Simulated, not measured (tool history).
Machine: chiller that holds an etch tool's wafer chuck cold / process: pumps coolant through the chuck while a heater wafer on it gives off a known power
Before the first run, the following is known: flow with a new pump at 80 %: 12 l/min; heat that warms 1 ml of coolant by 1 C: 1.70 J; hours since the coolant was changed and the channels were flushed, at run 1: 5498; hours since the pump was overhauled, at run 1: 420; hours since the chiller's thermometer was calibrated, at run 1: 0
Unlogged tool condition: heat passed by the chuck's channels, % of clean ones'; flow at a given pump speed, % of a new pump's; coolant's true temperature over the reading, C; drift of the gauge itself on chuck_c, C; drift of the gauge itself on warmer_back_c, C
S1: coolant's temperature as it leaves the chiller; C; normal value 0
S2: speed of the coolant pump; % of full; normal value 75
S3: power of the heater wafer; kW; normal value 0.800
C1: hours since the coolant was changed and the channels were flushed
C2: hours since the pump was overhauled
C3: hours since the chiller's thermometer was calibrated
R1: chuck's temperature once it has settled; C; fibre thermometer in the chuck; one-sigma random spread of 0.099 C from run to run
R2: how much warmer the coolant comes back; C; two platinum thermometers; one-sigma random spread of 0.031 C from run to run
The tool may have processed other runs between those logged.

Run 1, hour 0.0: usual settings; C1 5498; C2 420; C3 0. Result: R1 6.11 C, R2 2.65 C.
Run 2, hour 62.6: usual settings; C1 5560; C2 482; C3 63. Result: R1 6.37 C, R2 2.57 C.
Run 3, hour 178.2: usual settings; C1 5676; C2 598; C3 178. Result: R1 6.18 C, R2 2.56 C.
Run 4, hour 255.1: usual settings; C1 5753; C2 675; C3 255. Result: R1 6.38 C, R2 2.60 C.
Run 5, hour 372.6: usual settings but S2 84 % of full; C1 5870; C2 792; C3 373. Result: R1 5.82 C, R2 2.25 C.
Run 6, hour 430.3: usual settings but S2 84 % of full; C1 5928; C2 850; C3 430. Result: R1 5.97 C, R2 2.28 C.
Run 7, hour 496.8: usual settings but S2 84 % of full, S3 0.567 kW; C1 5994; C2 916; C3 497. Result: R1 4.28 C, R2 1.64 C.
Run 8, hour 616.3: usual settings but S2 84 % of full, S3 0.567 kW; C1 6114; C2 1036; C3 616. Result: R1 4.25 C, R2 1.61 C.
Run 9, hour 735.4: usual settings but S2 84 % of full, S3 0.567 kW; C1 6233; C2 1155; C3 735. Result: R1 4.09 C, R2 1.63 C.
Run 10, hour 869.5: usual settings but S2 84 % of full, S3 0.567 kW; C1 6367; C2 1289; C3 869. Result: R1 4.10 C, R2 1.67 C.
At hour 885.4: coolant pump overhauled.
Run 11, hour 960.0: usual settings but S2 84 % of full, S3 0.567 kW; C1 6453; C2 75; C3 955. Result: R1 4.15 C, R2 1.66 C.
Run 12, hour 1050.5: usual settings but S2 84 % of full, S3 0.567 kW; C1 6543; C2 165; C3 1046. Result: R1 4.17 C, R2 1.63 C.
Run 13, hour 1122.2: usual settings but S2 84 % of full, S3 0.567 kW; C1 6615; C2 237; C3 1117. Result: R1 4.13 C, R2 1.66 C.
Run 14, hour 1201.9: usual settings but S1 -5 C; C1 6694; C2 316; C3 1197. Result: R1 1.73 C, R2 2.68 C.
Run 15, hour 1328.4: usual settings but S3 1.150 kW; C1 6821; C2 443; C3 1323. Result: R1 9.39 C, R2 3.80 C.
Run 16, hour 1384.7: usual settings; C1 6877; C2 499; C3 1380. Result: R1 6.59 C, R2 2.68 C.

Estimate the outcome of run 17 from the log above:
At hour 1425.3: coolant pump overhauled, once more.
Run 17, hour 1481.5: usual settings but S1 -3 C, S2 85 % of full, S3 1.014 kW; C1 6969; C2 56; C3 1472. Result: R1 ?, R2 ?.

R1: 4.41 C
R2: 2.81 C
On a tool with no hidden condition, and with the same random variation, this run would have come out at R1 3.67 C, R2 2.81 C.
